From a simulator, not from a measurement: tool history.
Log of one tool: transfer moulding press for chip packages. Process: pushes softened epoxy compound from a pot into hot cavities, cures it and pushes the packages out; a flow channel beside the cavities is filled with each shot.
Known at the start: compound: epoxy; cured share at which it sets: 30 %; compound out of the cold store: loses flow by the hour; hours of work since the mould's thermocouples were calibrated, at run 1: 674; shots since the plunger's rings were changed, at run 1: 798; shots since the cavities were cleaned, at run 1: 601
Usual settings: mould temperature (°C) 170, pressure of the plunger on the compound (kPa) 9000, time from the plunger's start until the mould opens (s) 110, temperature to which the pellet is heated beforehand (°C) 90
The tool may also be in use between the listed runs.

run   hour  mould temperature (°C)  pressure of the plunger on the compound (kPa)  time from the plunger's start until the mould opens (s)  temperature to which the pellet is heated beforehand (°C)  hours of work since the mould's thermocouples were calibrated  shots since the plunger's rings were changed  shots since the cavities were cleaned  incoming compound's hours out of the cold store  length that the compound runs in the flow channel (mm)  greatest force on the pins that push the packages out (N)
  1    0.0                     170                                           9000                                                      110                                                         90                                                            674                                           798                                    601                                             35.6                                                     839                                                        389
      25.6  -- cavities cleaned with cleaning compound and waxed
  2   34.4                     170                                           9000                                                      110                                                         90                                                            691                                          1076                                     74                                             29.9                                                     873                                                        252
  3  113.6                     170                                           9000                                                      110                                                         90                                                            732                                          1748                                    746                                             41.4                                                     797                                                        391
     119.7  -- cavities cleaned with cleaning compound and waxed
  4  192.9                     170                                           9000                                                      110                                                         90                                                            772                                          2409                                    621                                             12.9                                                     971                                                        404
     216.1  -- mould's thermocouples calibrated
     217.6  -- cavities cleaned with cleaning compound and waxed
  5  275.4                     170                                           9000                                                      110                                                         90                                                             30                                          3079                                    490                                             32.6                                                     832                                                        351
     313.5  -- cavities cleaned with cleaning compound and waxed
  6  349.4                     170                                           9000                                                      143                                                         90                                                             68                                          3694                                    304                                             45.7                                                     760                                                        283
  7  392.9                     170                                           9000                                                      143                                                         90                                                             90                                          4064                                    674                                             21.1                                                     897                                                        355
     410.0  -- cavities cleaned with cleaning compound and waxed
  8  474.2                     170                                           9000                                                       96                                                         90                                                            132                                          4740                                    544                                             34.2                                                     809                                                        404
     507.7  -- cavities cleaned with cleaning compound and waxed
     517.1  -- plunger's sealing rings changed
  9  549.2                     170                                           9000                                                       96                                                         90                                                            168                                           273                                    331                                             33.8                                                     849                                                        357
 10  590.2                     170                                           8970                                                      110                                                         90                                                            190                                           621                                    679                                             37.6                                                     826                                                        398
     604.8  -- cavities cleaned with cleaning compound and waxed
 11  630.2                     170                                           9000                                                      110                                                         90                                                            210                                           947                                    215                                             16.8                                                     955                                                        296
 12  678.7                     170                                           9000                                                      110                                                         90                                                            235                                          1359                                    627                                              8.9                                                    1008                                                        390
     700.9  -- cavities cleaned with cleaning compound and waxed
 13  739.4                     170                                           9000                                                      110                                                         90                                                            266                                          1861                                    326                                             11.8                                                     978                                                        319
     796.7  -- cavities cleaned with cleaning compound and waxed
 14  813.0                     170                                           9000                                                      110                                                         90                                                            303                                          2472                                    138                                             29.2                                                     862                                                        250
 15  872.4                     175                                           8220                                                      134                                                         82                                                            334                                          2977                                    643                                             33.6                                                     776                                                        357
     891.1  -- cavities cleaned with cleaning compound and waxed
 16  954.2                     175                                           8220                                                      137                                                         83                                                            376                                          3657                                    534                                             20.6                                                     847                                                        343

Run 17 comes next. What will it give?
      988.8  -- cavities cleaned with cleaning compound and waxed
 17  1032.9                     166                                           8220                                                      137                                                         96                                                            416                                          4312                                    373                                             22.3                                                       ?                                                          ?

{"run 17": {"length that the compound runs in the flow channel (mm)": 862, "greatest force on the pins that push the packages out (N)": 318}}
Without the tool's hidden state the same run would have given length that the compound runs in the flow channel (mm) 899, greatest force on the pins that push the packages out (N) 194.
